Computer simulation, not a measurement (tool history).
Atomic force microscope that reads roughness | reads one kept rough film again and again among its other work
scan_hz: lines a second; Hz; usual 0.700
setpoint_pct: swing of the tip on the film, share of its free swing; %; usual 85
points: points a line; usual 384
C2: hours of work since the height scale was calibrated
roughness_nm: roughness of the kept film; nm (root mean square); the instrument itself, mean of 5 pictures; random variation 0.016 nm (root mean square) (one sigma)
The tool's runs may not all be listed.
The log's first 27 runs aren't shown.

{"run": 28, "hour": 717.2, "scan_hz": 1.743, "setpoint_pct": 85, "points": 392, "pictures with this tip": 209, "C2": 818, "roughness_nm": 2.658}
{"run": 29, "hour": 736.6, "scan_hz": 0.952, "setpoint_pct": 85, "points": 1000, "pictures with this tip": 242, "C2": 830, "roughness_nm": 2.771}
{"run": 30, "hour": 775.3, "scan_hz": 3.634, "setpoint_pct": 63, "points": 282, "pictures with this tip": 306, "C2": 855, "roughness_nm": 2.471}
{"hour": 787.0, "done": "new tip fitted"}
{"run": 31, "hour": 813.1, "scan_hz": 2.779, "setpoint_pct": 64, "points": 400, "pictures with this tip": 44, "C2": 879, "roughness_nm": 3.674}
{"run": 32, "hour": 832.8, "scan_hz": 2.779, "setpoint_pct": 64, "points": 400, "pictures with this tip": 77, "C2": 892, "roughness_nm": 3.496}
{"run": 33, "hour": 853.7, "scan_hz": 0.555, "setpoint_pct": 66, "points": 271, "pictures with this tip": 112, "C2": 905, "roughness_nm": 3.549}
{"run": 34, "hour": 871.2, "scan_hz": 0.831, "setpoint_pct": 66, "points": 271, "pictures with this tip": 141, "C2": 916, "roughness_nm": 3.387}
{"run": 35, "hour": 910.0, "scan_hz": 3.58, "setpoint_pct": 69, "points": 360, "pictures with this tip": 207, "C2": 941, "roughness_nm": 2.746}
{"run": 36, "hour": 929.5, "scan_hz": 0.7, "setpoint_pct": 58, "points": 384, "pictures with this tip": 239, "C2": 954, "roughness_nm": 3.078}

Forecast each of these 4 alternatives for the next run:
{"run": "A", "hour": 969.2, "scan_hz": 0.7, "setpoint_pct": 85, "points": 907, "pictures with this tip": 306, "C2": 979, "roughness_nm": "?"}
{"run": "B", "hour": 969.2, "scan_hz": 1.343, "setpoint_pct": 71, "points": 384, "pictures with this tip": 306, "C2": 979, "roughness_nm": "?"}
{"run": "C", "hour": 969.2, "scan_hz": 1.107, "setpoint_pct": 63, "points": 817, "pictures with this tip": 306, "C2": 979, "roughness_nm": "?"}
{"run": "D", "hour": 969.2, "scan_hz": 0.7, "setpoint_pct": 58, "points": 407, "pictures with this tip": 306, "C2": 979, "roughness_nm": "?"}

run=A roughness_nm=2.730
run=B roughness_nm=2.707
run=C roughness_nm=2.809
run=D roughness_nm=2.859
Without the tool's hidden state the same runs would have given:
run=A roughness_nm=4.026
run=B roughness_nm=3.994
run=C roughness_nm=4.144
run=D roughness_nm=4.213
